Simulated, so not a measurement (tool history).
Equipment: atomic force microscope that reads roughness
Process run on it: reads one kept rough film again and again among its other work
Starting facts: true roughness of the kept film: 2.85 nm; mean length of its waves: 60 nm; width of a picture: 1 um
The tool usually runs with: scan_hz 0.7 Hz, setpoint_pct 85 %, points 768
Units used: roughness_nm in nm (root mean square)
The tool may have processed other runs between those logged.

| run | hour | scan_hz | setpoint_pct | points | roughness_nm |
|---|---|---|---|---|---|
| 1 | 0 | 0.7 | 85 | 768 | 2.712 |
| 2 | 26.2 | 1.121 | 85 | 768 | 2.656 |
| 3 | 42.7 | 0.7 | 85 | 460 | 2.678 |
| 4 | 59.4 | 0.7 | 85 | 768 | 2.697 |
| 5 | 91.2 | 0.7 | 85 | 768 | 2.668 |
| 6 | 120.8 | 0.7 | 85 | 768 | 2.662 |
| 7 | 156.1 | 0.7 | 85 | 768 | 2.645 |
| 8 | 182.6 | 0.678 | 85 | 768 | 2.629 |
| 9 | 217.5 | 0.7 | 79 | 768 | 2.632 |
|  | 233.8 | new tip fitted |
| 10 | 254.2 | 0.7 | 79 | 768 | 2.727 |
| 11 | 285.6 | 0.7 | 84 | 768 | 2.689 |
| 12 | 313.9 | 0.7 | 84 | 768 | 2.687 |
| 13 | 330.9 | 0.574 | 85 | 768 | 2.683 |
| 14 | 355 | 0.574 | 85 | 768 | 2.671 |
| 15 | 384.7 | 0.7 | 85 | 706 | 2.663 |
| 16 | 412.5 | 0.739 | 85 | 768 | 2.631 |
| 17 | 437.8 | 0.739 | 85 | 281 | 2.619 |
| 18 | 457 | 0.739 | 85 | 792 | 2.613 |
|  | 469.9 | new tip fitted |
| 19 | 475.1 | 0.739 | 85 | 792 | 2.721 |
| 20 | 497.4 | 0.739 | 85 | 792 | 2.717 |
| 21 | 528.2 | 0.739 | 85 | 792 | 2.7 |
| 22 | 563.1 | 0.739 | 85 | 792 | 2.683 |
| 23 | 601.3 | 0.7 | 85 | 768 | 2.662 |
| 24 | 623.6 | 0.7 | 89 | 768 | 2.642 |
| 25 | 640.4 | 0.7 | 89 | 768 | 2.642 |
| 26 | 677.5 | 0.7 | 85 | 768 | 2.641 |
| 27 | 693.9 | 0.7 | 85 | 377 | 2.628 |
|  | 705 | new tip fitted |
| 28 | 733.2 | 0.7 | 85 | 377 | 2.719 |
| 29 | 762.5 | 0.7 | 85 | 620 | 2.706 |
| 30 | 791.4 | 3.679 | 72 | 620 | 2.583 |
| 31 | 822.3 | 3.679 | 72 | 620 | 2.577 |
| 32 | 851.5 | 3.679 | 72 | 620 | 2.565 |
| 33 | 887.1 | 3.679 | 72 | 620 | 2.547 |
| 34 | 913.9 | 0.7 | 82 | 768 | 2.657 |
| 35 | 935.8 | 1.488 | 62 | 768 | 2.67 |
|  | 939.1 | new tip fitted |
| 36 | 964.1 | 1.488 | 62 | 768 | 2.754 |
| 37 | 995.2 | 1.488 | 62 | 768 | 2.746 |
| 38 | 1024.2 | 3.893 | 81 | 811 | 2.482 |
| 39 | 1050 | 0.526 | 77 | 947 | 2.717 |
| 40 | 1074.7 | 1.391 | 71 | 606 | 2.677 |
| 41 | 1095.4 | 1.7 | 85 | 271 | 2.574 |
| 42 | 1115.6 | 0.7 | 83 | 768 | 2.666 |
| 43 | 1148.6 | 0.555 | 85 | 768 | 2.661 |
|  | 1173.3 | new tip fitted |
| 44 | 1174.5 | 0.639 | 81 | 434 | 2.751 |
| 45 | 1209.1 | 0.639 | 81 | 434 | 2.741 |
| 46 | 1243.8 | 0.639 | 81 | 434 | 2.735 |
| 47 | 1260.1 | 0.7 | 85 | 764 | 2.704 |
| 48 | 1286.2 | 0.7 | 78 | 338 | 2.714 |
| 49 | 1311.4 | 0.7 | 64 | 460 | 2.721 |
| 50 | 1343.4 | 0.7 | 64 | 460 | 2.719 |
| 51 | 1378.6 | 1.154 | 62 | 378 | 2.687 |
|  | 1406.5 | new tip fitted |
| 52 | 1407 | 0.7 | 56 | 299 | 2.794 |

Subtracting, for every run, the result it would have given without the tool's unlogged condition from the measured result gives the following. The same run-to-run variation enters both numbers; the gauge's scatter may not:
What the log doesn't record here: radius of the tip, nm; height scale over the true one, %; drift of the gauge itself on roughness_nm, %.
| run | roughness_nm |
|---|---|
| 1 | +0.016 |
| 2 | +0.004 |
| 3 | -0.004 |
| 4 | -0.01 |
| 5 | -0.025 |
| 6 | -0.037 |
| 7 | -0.051 |
| 8 | -0.064 |
| 9 | -0.078 |
| 10 | +0.015 |
| 11 | +0.001 |
| 12 | -0.012 |
| 13 | -0.02 |
| 14 | -0.03 |
| 15 | -0.042 |
| 16 | -0.054 |
| 17 | -0.063 |
| 18 | -0.071 |
| 19 | +0.026 |
| 20 | +0.017 |
| 21 | +0.005 |
| 22 | -0.009 |
| 23 | -0.026 |
| 24 | -0.035 |
| 25 | -0.043 |
| 26 | -0.059 |
| 27 | -0.065 |
| 28 | +0.031 |
| 29 | +0.017 |
| 30 | +0.005 |
| 31 | -0.008 |
| 32 | -0.02 |
| 33 | -0.034 |
| 34 | -0.048 |
| 35 | -0.057 |
| 36 | +0.032 |
| 37 | +0.019 |
| 38 | +0.005 |
| 39 | -0.006 |
| 40 | -0.016 |
| 41 | -0.025 |
| 42 | -0.034 |
| 43 | -0.048 |
| 44 | +0.051 |
| 45 | +0.035 |
| 46 | +0.02 |
| 47 | +0.013 |
| 48 | +0.002 |
| 49 | -0.008 |
| 50 | -0.022 |
| 51 | -0.036 |
| 52 | +0.06 |

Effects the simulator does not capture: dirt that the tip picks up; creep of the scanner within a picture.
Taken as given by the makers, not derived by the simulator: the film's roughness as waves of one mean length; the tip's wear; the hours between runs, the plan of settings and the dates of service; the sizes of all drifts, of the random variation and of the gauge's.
